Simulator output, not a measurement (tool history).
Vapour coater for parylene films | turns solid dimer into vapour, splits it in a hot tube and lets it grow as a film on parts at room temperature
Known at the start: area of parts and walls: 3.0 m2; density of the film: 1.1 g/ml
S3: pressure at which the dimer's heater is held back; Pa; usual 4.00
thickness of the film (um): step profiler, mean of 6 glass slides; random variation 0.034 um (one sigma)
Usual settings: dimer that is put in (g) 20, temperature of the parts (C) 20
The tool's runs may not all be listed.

Run 1, day 0.000: usual settings. Result: thickness of the film (um) 4.78.
Run 2, day 1.600: usual settings but temperature of the parts (C) 21. Result: thickness of the film (um) 4.60.
At day 3.825: trap's valve overhauled.
Run 3, day 4.088: usual settings but temperature of the parts (C) 21. Result: thickness of the film (um) 4.72.
Run 4, day 7.238: usual settings. Result: thickness of the film (um) 4.88.
Run 5, day 10.008: usual settings. Result: thickness of the film (um) 4.86.
Run 6, day 12.608: usual settings but dimer that is put in (g) 13. Result: thickness of the film (um) 3.16.
Run 7, day 14.571: usual settings but dimer that is put in (g) 13. Result: thickness of the film (um) 3.17.
Run 8, day 15.917: usual settings but temperature of the parts (C) 31. Result: thickness of the film (um) 3.38.
Run 9, day 17.225: usual settings. Result: thickness of the film (um) 4.77.
Run 10, day 19.483: usual settings but dimer that is put in (g) 11. Result: thickness of the film (um) 2.64.
Run 11, day 22.550: usual settings but dimer that is put in (g) 11. Result: thickness of the film (um) 2.64.
Run 12, day 25.162: usual settings but dimer that is put in (g) 11. Result: thickness of the film (um) 2.59.
Run 13, day 28.375: usual settings but temperature of the parts (C) 13, S3 10.56 Pa. Result: thickness of the film (um) 5.54.
Run 14, day 29.800: usual settings but dimer that is put in (g) 21, temperature of the parts (C) 29, S3 2.56 Pa. Result: thickness of the film (um) 3.81.
At day 30.138: table's thermometer calibrated.
Run 15, day 32.542: usual settings but dimer that is put in (g) 21, temperature of the parts (C) 16, S3 7.35 Pa. Result: thickness of the film (um) 5.30.
Run 16, day 34.046: usual settings but dimer that is put in (g) 14, temperature of the parts (C) 18, S3 2.07 Pa. Result: thickness of the film (um) 3.60.
At day 34.612: trap's valve overhauled.
Run 17, day 35.792: usual settings but S3 3.81 Pa. Result: thickness of the film (um) 4.82.
Run 18, day 38.267: usual settings but S3 5.39 Pa. Result: thickness of the film (um) 4.67.
Run 19, day 41.233: usual settings but dimer that is put in (g) 24, S3 4.61 Pa. Result: thickness of the film (um) 5.65.
Run 20, day 42.746: usual settings but dimer that is put in (g) 24, S3 4.61 Pa. Result: thickness of the film (um) 5.61.
Run 21, day 45.804: usual settings but temperature of the parts (C) 32, S3 8.79 Pa. Result: thickness of the film (um) 3.00.
Run 22, day 47.679: usual settings but S3 10.81 Pa. Result: thickness of the film (um) 4.35.
Run 23, day 49.433: usual settings but dimer that is put in (g) 17, temperature of the parts (C) 27, S3 2.03 Pa. Result: thickness of the film (um) 3.37.
Run 24, day 51.092: usual settings but dimer that is put in (g) 10, temperature of the parts (C) 19, S3 7.10 Pa. Result: thickness of the film (um) 2.32.

Forecast each of these 5 alternatives for the next run:
Run A, day 53.388: usual settings but temperature of the parts (C) 27. Result: thickness of the film (um) ?.
Run B, day 53.388: usual settings but dimer that is put in (g) 10, temperature of the parts (C) 31, S3 3.43 Pa. Result: thickness of the film (um) ?.
Run C, day 53.388: usual settings but dimer that is put in (g) 21. Result: thickness of the film (um) ?.
Run D, day 53.388: usual settings but S3 2.82 Pa. Result: thickness of the film (um) ?.
Run E, day 53.388: usual settings but dimer that is put in (g) 8, temperature of the parts (C) 31. Result: thickness of the film (um) ?.

run  thickness of the film (um)
  A                        3.69
  B                        1.64
  C                        4.94
  D                        4.82
  E                        1.32
Without the tool's hidden state the same runs would have given:
run  thickness of the film (um)
  A                        3.79
  B                        1.69
  C                        5.07
  D                        4.95
  E                        1.35
